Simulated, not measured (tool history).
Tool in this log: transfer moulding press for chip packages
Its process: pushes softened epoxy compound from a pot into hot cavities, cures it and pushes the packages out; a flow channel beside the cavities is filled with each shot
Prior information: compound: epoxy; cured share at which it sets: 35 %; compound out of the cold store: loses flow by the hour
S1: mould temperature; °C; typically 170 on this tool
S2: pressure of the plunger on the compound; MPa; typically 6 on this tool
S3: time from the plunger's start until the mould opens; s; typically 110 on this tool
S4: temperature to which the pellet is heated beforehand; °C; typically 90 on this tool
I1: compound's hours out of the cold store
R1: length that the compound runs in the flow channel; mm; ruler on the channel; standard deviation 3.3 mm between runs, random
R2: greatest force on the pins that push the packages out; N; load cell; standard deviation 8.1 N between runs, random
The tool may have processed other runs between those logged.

run 1 day=0 | S1=170 S2=6 S3=110 S4=90 | I1=42.5 | R1=862 R2=724
run 2 day=0.579 | S1=176 S2=6 S3=110 S4=90 | I1=13.2 | R1=963 R2=734
-- day=1.104 cavities cleaned with cleaning compound and waxed
run 3 day=1.612 | S1=176 S2=6 S3=110 S4=90 | I1=18.2 | R1=946 R2=445
run 4 day=2.308 | S1=170 S2=6 S3=110 S4=90 | I1=36.1 | R1=879 R2=564
run 5 day=2.946 | S1=170 S2=6 S3=110 S4=90 | I1=21.6 | R1=937 R2=662
run 6 day=4.017 | S1=170 S2=6 S3=110 S4=90 | I1=15.1 | R1=964 R2=723
run 7 day=4.733 | S1=170 S2=6 S3=110 S4=90 | I1=41 | R1=855 R2=789
-- day=5.083 cavities cleaned with cleaning compound and waxed
run 8 day=5.921 | S1=170 S2=6 S3=110 S4=90 | I1=38.8 | R1=861 R2=518
run 9 day=6.733 | S1=170 S2=6 S3=110 S4=90 | I1=36.9 | R1=870 R2=642
run 10 day=7.746 | S1=176 S2=6 S3=110 S4=90 | I1=10.5 | R1=960 R2=696
run 11 day=8.604 | S1=176 S2=6 S3=110 S4=90 | I1=44.3 | R1=825 R2=707
-- day=9.104 cavities cleaned with cleaning compound and waxed
run 12 day=9.267 | S1=176 S2=6 S3=110 S4=90 | I1=19.7 | R1=919 R2=380
run 13 day=10.179 | S1=176 S2=6 S3=110 S4=90 | I1=15.9 | R1=931 R2=536
run 14 day=11.329 | S1=170 S2=6 S3=110 S4=90 | I1=29.1 | R1=893 R2=694
run 15 day=12.112 | S1=166 S2=5.85 S3=110 S4=97 | I1=27.4 | R1=895 R2=794
-- day=13.108 cavities cleaned with cleaning compound and waxed
run 16 day=13.254 | S1=177 S2=5.71 S3=95 S4=84 | I1=10.8 | R1=920 R2=380
run 17 day=14.4 | S1=170 S2=6 S3=104 S4=90 | I1=42.2 | R1=832 R2=606
run 18 day=15.371 | S1=170 S2=6 S3=110 S4=83 | I1=17.9 | R1=933 R2=696
run 19 day=16.258 | S1=177 S2=6 S3=110 S4=95 | I1=31.5 | R1=851 R2=703
-- day=17.112 cavities cleaned with cleaning compound and waxed
run 20 day=17.45 | S1=167 S2=5.67 S3=114 S4=81 | I1=39.3 | R1=823 R2=441
run 21 day=18.096 | S1=167 S2=5.67 S3=114 S4=81 | I1=9.1 | R1=942 R2=594
run 22 day=18.679 | S1=170 S2=6.97 S3=110 S4=81 | I1=22.3 | R1=978 R2=637
run 23 day=19.746 | S1=170 S2=6.97 S3=110 S4=81 | I1=12.2 | R1=1020 R2=747
run 24 day=20.512 | S1=170 S2=6.97 S3=110 S4=81 | I1=19.5 | R1=985 R2=767
-- day=21.158 cavities cleaned with cleaning compound and waxed
run 25 day=21.3 | S1=174 S2=6 S3=110 S4=81 | I1=24.4 | R1=872 R2=359
run 26 day=22.288 | S1=169 S2=6 S3=110 S4=99 | I1=12.7 | R1=929 R2=547
run 27 day=23.033 | S1=170 S2=4.54 S3=119 S4=84 | I1=31.9 | R1=745 R2=605
-- day=23.912 plunger's sealing rings changed
run 28 day=24.079 | S1=162 S2=6.02 S3=123 S4=91 | I1=32.7 | R1=933 R2=805

Here are 4 independent what-if runs from the current tool condition. What would each one return?
run A day=24.804 | S1=170 S2=6.85 S3=110 S4=90 | I1=44.5 | R1=? R2=?
run B day=24.804 | S1=170 S2=6.16 S3=110 S4=90 | I1=39.7 | R1=? R2=?
run C day=24.804 | S1=162 S2=4.53 S3=123 S4=91 | I1=16.3 | R1=? R2=?
run D day=24.804 | S1=174 S2=6 S3=124 S4=98 | I1=47 | R1=? R2=?

run=A R1=909 R2=736
run=B R1=878 R2=731
run=C R1=864 R2=824
run=D R1=834 R2=711
With the hidden condition removed and each run's random variation left untouched, the same runs would have given:
run=A R1=913 R2=343
run=B R1=882 R2=339
run=C R1=869 R2=388
run=D R1=838 R2=324
